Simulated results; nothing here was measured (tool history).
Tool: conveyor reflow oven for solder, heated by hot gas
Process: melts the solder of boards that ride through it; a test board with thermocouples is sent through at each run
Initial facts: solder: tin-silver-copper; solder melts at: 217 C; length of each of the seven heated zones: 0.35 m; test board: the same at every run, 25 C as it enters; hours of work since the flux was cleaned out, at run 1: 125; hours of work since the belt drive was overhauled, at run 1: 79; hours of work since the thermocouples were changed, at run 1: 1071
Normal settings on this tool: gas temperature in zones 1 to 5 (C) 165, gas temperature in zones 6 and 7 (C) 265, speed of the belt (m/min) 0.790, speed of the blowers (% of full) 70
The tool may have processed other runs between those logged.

run,hour,gas temperature in zones 1 to 5 (C),gas temperature in zones 6 and 7 (C),speed of the belt (m/min),speed of the blowers (% of full),hours of work since the flux was cleaned out,hours of work since the belt drive was overhauled,hours of work since the thermocouples were changed,highest temperature of the board (C),time above the solder's melting point (s)
1,0.0,165,265,0.790,70,125,79,1071,243.9,32.1
2,38.1,165,265,0.790,70,145,99,1091,243.2,31.8
3,64.6,165,265,0.790,70,158,113,1104,243.4,31.7
# hour 119.0: flux residue cleaned out of gas plates and filters
4,129.2,165,265,0.790,70,5,144,1136,243.7,32.0
5,186.3,165,265,0.845,70,35,174,1165,241.5,27.6
6,244.9,156,265,0.790,70,66,204,1196,242.1,28.8
7,273.6,165,265,0.891,70,81,219,1211,238.9,24.1
# hour 303.8: thermocouples of zones 6 and 7 changed
8,335.4,165,265,0.790,70,112,250,16,243.8,31.9
9,371.8,163,265,0.856,70,131,269,35,239.6,25.8
10,406.1,154,265,0.856,70,148,287,53,238.3,22.6
11,467.2,158,265,0.790,70,180,319,85,241.8,28.8
# hour 476.7: flux residue cleaned out of gas plates and filters
12,526.9,158,265,0.790,70,26,347,114,242.0,29.3
13,588.7,170,265,0.736,70,58,379,146,246.8,38.7
14,635.7,170,265,0.736,70,83,404,170,247.5,38.2
15,699.0,165,265,0.790,62,116,437,203,241.4,30.0
16,730.2,165,265,0.790,62,132,453,219,241.5,30.0

Consider 4 possible next runs. They are alternatives, not a sequence: every one starts from the tool as it was left by run 16. What does each give?
A,777.6,165,270,0.790,70,157,478,244,?,?
B,777.6,165,265,0.801,62,157,478,244,?,?
C,777.6,157,261,0.705,70,157,478,244,?,?
D,777.6,165,262,0.923,62,157,478,244,?,?

run,highest temperature of the board (C),time above the solder's melting point (s)
A,247.7,34.2
B,241.8,29.1
C,242.3,34.6
D,232.6,18.3
Without the tool's hidden state the same runs would have given:
run,highest temperature of the board (C),time above the solder's melting point (s)
A,247.7,34.2
B,241.9,29.1
C,242.4,34.6
D,232.6,18.3

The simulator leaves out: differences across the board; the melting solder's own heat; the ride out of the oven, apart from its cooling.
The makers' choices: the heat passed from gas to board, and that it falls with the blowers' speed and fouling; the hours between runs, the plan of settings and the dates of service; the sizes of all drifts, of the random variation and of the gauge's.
